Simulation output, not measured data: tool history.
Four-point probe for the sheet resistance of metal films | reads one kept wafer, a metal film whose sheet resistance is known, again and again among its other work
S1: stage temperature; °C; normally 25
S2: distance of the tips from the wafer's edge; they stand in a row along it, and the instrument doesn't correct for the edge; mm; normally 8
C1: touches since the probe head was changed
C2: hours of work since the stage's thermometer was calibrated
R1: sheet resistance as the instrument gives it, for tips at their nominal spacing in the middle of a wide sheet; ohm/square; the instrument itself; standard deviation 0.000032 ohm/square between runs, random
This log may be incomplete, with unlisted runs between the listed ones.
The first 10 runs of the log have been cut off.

run,day,S1,S2,C1,C2,R1
11,29.458,25,8,132365,89,0.161754
12,32.358,25,8,136042,143,0.161788
13,36.796,25,8,141674,226,0.161801
14,38.633,25,8,144006,260,0.161906
15,42.038,25,8,148322,323,0.161876
16,44.179,25,10,151043,363,0.161814
17,48.221,25,5,156167,438,0.162455
18,51.779,21,9,160682,504,0.161853
19,55.638,21,9,165579,576,0.161882
20,59.646,19,4,170662,651,0.162932
21,61.671,19,4,173232,689,0.162995
22,66.183,19,51,178961,773,0.161684
23,70.054,19,51,183868,845,0.161723
24,72.892,19,51,187473,898,0.161706
25,74.771,35,8,189853,933,0.162277
26,77.296,33,5,193059,980,0.162847
27,79.883,23,61,196339,1028,0.161878
28,83.908,25,10,201447,1103,0.162162
29,88.067,25,10,206724,1180,0.162152
30,91.842,26,10,211512,1250,0.162304
31,96,26,10,216788,1328,0.162284
32,98.262,20,7,219662,1370,0.162454
33,101.833,21,48,224189,1436,0.162073
34,105.467,19,3,228802,1504,0.164494

Alternative continuations, all from the tool just after run 34; predict every row:
A,107.729,19,5,231671,1546,?
B,107.729,18,10,231671,1546,?
C,107.729,20,34,231671,1546,?
D,107.729,23,3,231671,1546,?
E,107.729,28,37,231671,1546,?

run,R1
A,0.162947
B,0.162241
C,0.162181
D,0.164537
E,0.162164
With no hidden state in the tool, these same runs would have given:
run,R1
A,0.161019
B,0.16032
C,0.160263
D,0.162597
E,0.160257

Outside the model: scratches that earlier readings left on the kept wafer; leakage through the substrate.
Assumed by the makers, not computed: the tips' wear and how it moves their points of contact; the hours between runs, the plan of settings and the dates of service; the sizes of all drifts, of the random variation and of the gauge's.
